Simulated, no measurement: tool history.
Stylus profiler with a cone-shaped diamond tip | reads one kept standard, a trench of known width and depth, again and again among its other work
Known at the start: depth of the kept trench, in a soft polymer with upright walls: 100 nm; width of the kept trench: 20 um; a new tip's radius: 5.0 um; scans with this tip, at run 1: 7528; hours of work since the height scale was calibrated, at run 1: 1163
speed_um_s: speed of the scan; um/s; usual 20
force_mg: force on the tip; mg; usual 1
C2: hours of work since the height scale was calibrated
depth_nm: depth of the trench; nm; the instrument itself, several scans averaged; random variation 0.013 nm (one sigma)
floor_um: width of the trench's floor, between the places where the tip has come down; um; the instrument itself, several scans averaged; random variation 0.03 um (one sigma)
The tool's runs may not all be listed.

run 1 hour=0 | speed_um_s=20 force_mg=1 | scans_with_this_tip=7528 C2=1163 | depth_nm=100.35 floor_um=17.31
run 2 hour=76.4 | speed_um_s=20 force_mg=1 | scans_with_this_tip=7735 C2=1195 | depth_nm=100.32 floor_um=17.27
run 3 hour=188.9 | speed_um_s=20 force_mg=1 | scans_with_this_tip=8041 C2=1243 | depth_nm=100.33 floor_um=17.29
run 4 hour=278.6 | speed_um_s=20 force_mg=1 | scans_with_this_tip=8284 C2=1280 | depth_nm=100.32 floor_um=17.19
run 5 hour=404.6 | speed_um_s=20 force_mg=1 | scans_with_this_tip=8626 C2=1333 | depth_nm=100.32 floor_um=17.16
run 6 hour=467.6 | speed_um_s=20 force_mg=1 | scans_with_this_tip=8797 C2=1359 | depth_nm=100.29 floor_um=17.17
run 7 hour=578.2 | speed_um_s=20 force_mg=1.52 | scans_with_this_tip=9097 C2=1406 | depth_nm=100.42 floor_um=17.18
run 8 hour=668.9 | speed_um_s=20 force_mg=1.52 | scans_with_this_tip=9343 C2=1444 | depth_nm=100.44 floor_um=17.2
run 9 hour=741.5 | speed_um_s=20 force_mg=1 | scans_with_this_tip=9540 C2=1474 | depth_nm=100.28 floor_um=17.15
run 10 hour=813.7 | speed_um_s=48 force_mg=1 | scans_with_this_tip=9736 C2=1505 | depth_nm=100.26 floor_um=17.03
-- hour=878.1 height scale calibrated on a step standard
run 11 hour=888 | speed_um_s=48 force_mg=1 | scans_with_this_tip=9937 C2=4 | depth_nm=100.12 floor_um=17.06
run 12 hour=995.6 | speed_um_s=17 force_mg=1 | scans_with_this_tip=10229 C2=49 | depth_nm=100.08 floor_um=17.09
-- hour=1061 height scale calibrated on a step standard, once more
run 13 hour=1116.1 | speed_um_s=72 force_mg=1 | scans_with_this_tip=10554 C2=23 | depth_nm=100.46 floor_um=16.97
run 14 hour=1200.8 | speed_um_s=72 force_mg=1 | scans_with_this_tip=10784 C2=59 | depth_nm=100.47 floor_um=16.95
run 15 hour=1266.9 | speed_um_s=72 force_mg=1 | scans_with_this_tip=10963 C2=86 | depth_nm=100.45 floor_um=16.88
run 16 hour=1391.2 | speed_um_s=7 force_mg=1 | scans_with_this_tip=11301 C2=139 | depth_nm=100.43 floor_um=17.06
run 17 hour=1516 | speed_um_s=20 force_mg=1.5 | scans_with_this_tip=11639 C2=191 | depth_nm=100.59 floor_um=16.99
run 18 hour=1626 | speed_um_s=11 force_mg=1 | scans_with_this_tip=11938 C2=237 | depth_nm=100.42 floor_um=17.01
run 19 hour=1748.7 | speed_um_s=11 force_mg=1 | scans_with_this_tip=12271 C2=288 | depth_nm=100.4 floor_um=16.93
run 20 hour=1808.6 | speed_um_s=11 force_mg=1 | scans_with_this_tip=12433 C2=314 | depth_nm=100.41 floor_um=16.96
run 21 hour=1912.3 | speed_um_s=11 force_mg=1 | scans_with_this_tip=12715 C2=357 | depth_nm=100.39 floor_um=16.87
run 22 hour=1965.5 | speed_um_s=20 force_mg=1 | scans_with_this_tip=12859 C2=379 | depth_nm=100.42 floor_um=16.92
run 23 hour=2033.2 | speed_um_s=20 force_mg=1 | scans_with_this_tip=13043 C2=408 | depth_nm=100.38 floor_um=16.9
run 24 hour=2159.1 | speed_um_s=30 force_mg=0.79 | scans_with_this_tip=13384 C2=461 | depth_nm=100.3 floor_um=16.85
run 25 hour=2248.8 | speed_um_s=30 force_mg=0.79 | scans_with_this_tip=13628 C2=498 | depth_nm=100.29 floor_um=16.8
run 26 hour=2327.9 | speed_um_s=30 force_mg=0.59 | scans_with_this_tip=13843 C2=531 | depth_nm=100.24 floor_um=16.75
run 27 hour=2451 | speed_um_s=30 force_mg=0.59 | scans_with_this_tip=14177 C2=583 | depth_nm=100.2 floor_um=16.81
run 28 hour=2562.4 | speed_um_s=74 force_mg=1 | scans_with_this_tip=14479 C2=630 | depth_nm=100.38 floor_um=16.67
run 29 hour=2639.4 | speed_um_s=49 force_mg=0.62 | scans_with_this_tip=14688 C2=662 | depth_nm=100.21 floor_um=16.67
-- hour=2676.8 new tip fitted, height scale calibrated
run 30 hour=2704.7 | speed_um_s=71 force_mg=0.48 | scans_with_this_tip=75 C2=12 | depth_nm=100.28 floor_um=17.82
run 31 hour=2757.8 | speed_um_s=11 force_mg=0.49 | scans_with_this_tip=220 C2=34 | depth_nm=100.28 floor_um=17.99
run 32 hour=2875.5 | speed_um_s=22 force_mg=0.63 | scans_with_this_tip=539 C2=83 | depth_nm=100.33 floor_um=17.92
run 33 hour=2953.4 | speed_um_s=7 force_mg=0.36 | scans_with_this_tip=750 C2=116 | depth_nm=100.19 floor_um=17.97
run 34 hour=3067.5 | speed_um_s=7 force_mg=0.36 | scans_with_this_tip=1060 C2=164 | depth_nm=100.2 floor_um=17.9
run 35 hour=3155.8 | speed_um_s=34 force_mg=0.72 | scans_with_this_tip=1300 C2=201 | depth_nm=100.33 floor_um=17.82
run 36 hour=3210.2 | speed_um_s=34 force_mg=0.72 | scans_with_this_tip=1447 C2=224 | depth_nm=100.33 floor_um=17.85
run 37 hour=3294.6 | speed_um_s=55 force_mg=2.06 | scans_with_this_tip=1676 C2=259 | depth_nm=100.73 floor_um=17.79
run 38 hour=3415.8 | speed_um_s=44 force_mg=0.42 | scans_with_this_tip=2005 C2=310 | depth_nm=100.18 floor_um=17.68
run 39 hour=3495.4 | speed_um_s=24 force_mg=1.97 | scans_with_this_tip=2221 C2=343 | depth_nm=100.7 floor_um=17.77
run 40 hour=3618.1 | speed_um_s=24 force_mg=1.97 | scans_with_this_tip=2554 C2=395 | depth_nm=100.69 floor_um=17.81
run 41 hour=3701.5 | speed_um_s=52 force_mg=0.5 | scans_with_this_tip=2780 C2=430 | depth_nm=100.22 floor_um=17.54
run 42 hour=3807.5 | speed_um_s=22 force_mg=0.45 | scans_with_this_tip=3068 C2=474 | depth_nm=100.19 floor_um=17.65
run 43 hour=3930.5 | speed_um_s=17 force_mg=2.6 | scans_with_this_tip=3402 C2=526 | depth_nm=100.82 floor_um=17.7
run 44 hour=4040.6 | speed_um_s=17 force_mg=2.6 | scans_with_this_tip=3701 C2=572 | depth_nm=100.83 floor_um=17.68
run 45 hour=4103.3 | speed_um_s=19 force_mg=0.75 | scans_with_this_tip=3871 C2=598 | depth_nm=100.29 floor_um=17.61

Forecast each of these 4 alternatives for the next run:
run A hour=4223.6 | speed_um_s=9 force_mg=2.48 | scans_with_this_tip=4197 C2=649 | depth_nm=? floor_um=?
run B hour=4223.6 | speed_um_s=45 force_mg=1 | scans_with_this_tip=4197 C2=649 | depth_nm=? floor_um=?
run C hour=4223.6 | speed_um_s=20 force_mg=0.39 | scans_with_this_tip=4197 C2=649 | depth_nm=? floor_um=?
run D hour=4223.6 | speed_um_s=5 force_mg=0.45 | scans_with_this_tip=4197 C2=649 | depth_nm=? floor_um=?

run=A depth_nm=100.76 floor_um=17.67
run=B depth_nm=100.36 floor_um=17.51
run=C depth_nm=100.12 floor_um=17.55
run=D depth_nm=100.14 floor_um=17.68
Without the tool's hidden state the same runs would have given:
run=A depth_nm=100.91 floor_um=18.02
run=B depth_nm=100.51 floor_um=17.85
run=C depth_nm=100.27 floor_um=17.9
run=D depth_nm=100.29 floor_um=18.03
